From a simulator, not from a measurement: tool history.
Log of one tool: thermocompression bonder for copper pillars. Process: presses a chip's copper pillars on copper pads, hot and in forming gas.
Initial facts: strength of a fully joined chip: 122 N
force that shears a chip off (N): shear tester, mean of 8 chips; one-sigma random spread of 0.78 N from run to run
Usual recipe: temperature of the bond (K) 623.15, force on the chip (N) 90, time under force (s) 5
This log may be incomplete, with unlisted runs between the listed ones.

run   hour  temperature of the bond (K)  force on the chip (N)  time under force (s)  force that shears a chip off (N)
  1    0.0                       623.15                     90                     5                              58.9
  2   10.9                       623.15                     90                     5                              60.3
  3   15.6                       623.15                     90                    14                              82.7
  4   24.9                       623.15                     90                    14                              80.9
  5   30.4                       623.15                     64                     5                              41.2
  6   35.6                       641.15                     90                     5                              67.5
  7   41.7                       619.15                     90                     5                              56.6
  8   52.1                       623.15                     90                     4                              55.2
  9   60.3                       623.15                     92                     4                              54.8
 10   70.7                       623.15                     92                     4                              55.9
 11   77.7                       623.15                     92                     4                              54.3
 12   83.2                       623.15                     92                     4                              55.2
 13   90.5                       623.15                     90                     5                              58.7
 14   98.4                       599.15                     90                     5                              46.1
 15  108.7                       599.15                     90                     5                              46.6
 16  115.6                       599.15                     90                     5                              45.8
 17  120.8                       623.15                     90                     5                              58.7
 18  125.4                       645.15                     75                     5                              60.6
 19  130.9                       645.15                     75                     5                              59.7
 20  138.7                       646.15                    131                     7                              99.7
 21  146.6                       646.15                    131                     7                             100.8
 22  154.9                       653.15                     69                     4                              55.0
 23  160.4                       653.15                     69                     4                              55.1
 24  168.7                       623.15                    134                     4                              77.4
 25  177.2                       635.15                     98                     3                              58.4
 26  185.5                       635.15                     64                     3                              39.6
 27  196.1                       649.15                    117                     8                              98.0
 28  204.1                       635.15                    118                    13                             102.2
 29  214.3                       633.15                     90                     5                              66.1
 30  222.5                       642.15                     66                     4                              49.1
 31  230.0                       642.15                    102                     7                              82.4
 32  237.3                       604.15                    106                     5                              56.2
 33  248.0                       646.15                    109                    14                             103.8
 34  253.4                       610.15                     72                     5                              42.2

Missing from the log above: 1 entry noted between runs. For each, name the pair of listed runs it sits between and say how the tool's hidden condition differs from the listed run just before to the listed run just after:
In the gap between runs 24 and 25: forming gas filter changed (hour 175.8)
  oxide that the forming gas leaves, % of the face: 1.28 -> 0.51
  measured result minus the result with no hidden state, force that shears a chip off (N): -0.7 -> -0.2

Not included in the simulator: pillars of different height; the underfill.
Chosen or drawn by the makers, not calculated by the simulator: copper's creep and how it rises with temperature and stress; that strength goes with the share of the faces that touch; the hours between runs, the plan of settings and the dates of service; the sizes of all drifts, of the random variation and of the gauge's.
